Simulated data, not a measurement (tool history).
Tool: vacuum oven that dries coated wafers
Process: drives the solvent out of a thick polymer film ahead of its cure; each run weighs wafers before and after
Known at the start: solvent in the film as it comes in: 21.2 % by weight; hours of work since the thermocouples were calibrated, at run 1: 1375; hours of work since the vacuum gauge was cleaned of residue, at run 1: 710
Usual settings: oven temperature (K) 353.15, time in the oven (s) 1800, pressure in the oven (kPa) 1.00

run	hour	oven temperature (K)	time in the oven (s)	pressure in the oven (kPa)	hours of work since the thermocouples were calibrated	hours of work since the vacuum gauge was cleaned of residue	solvent left in the film (%)
1	0.0	353.15	1800	1.00	1375	710	1.69
2	22.6	353.15	1800	1.00	1392	726	1.69
3	44.7	353.15	1800	1.00	1408	742	1.67
4	64.7	353.15	2940	1.00	1423	757	0.54
5	91.5	353.15	2940	1.00	1442	777	0.52
6	114.8	353.15	2640	1.00	1460	794	0.71
7	133.6	353.15	1800	1.00	1473	808	1.71
8	159.1	353.15	1800	1.00	1492	826	1.70
9	180.5	355.15	2100	1.57	1508	842	1.01
# hour 183.4: vacuum gauge cleaned of residue and calibrated
10	212.5	355.15	2100	1.57	1530	21	1.11
11	231.6	367.15	1800	1.68	1544	35	0.25
12	247.0	346.15	2940	2.05	1556	47	2.27
13	262.8	364.15	1080	0.60	1567	58	0.83
14	285.1	353.15	1440	0.81	1584	75	2.69
# hour 288.7: vacuum gauge cleaned of residue and calibrated, once more
15	316.7	366.15	1260	1.00	1606	21	0.43
16	330.0	366.15	1260	1.00	1615	30	0.39

3 ways to go on from here, each from the tool as it stands after run 16. What would each give?
A	347.7	338.15	1260	1.39	1628	43	?
B	347.7	343.15	1260	1.00	1628	43	?
C	347.7	366.15	2280	1.00	1628	43	?

run	solvent left in the film (%)
A	10.42
B	7.96
C	0.13
Without the tool's hidden state the same runs would have given:
run	solvent left in the film (%)
A	9.11
B	6.57
C	0.10
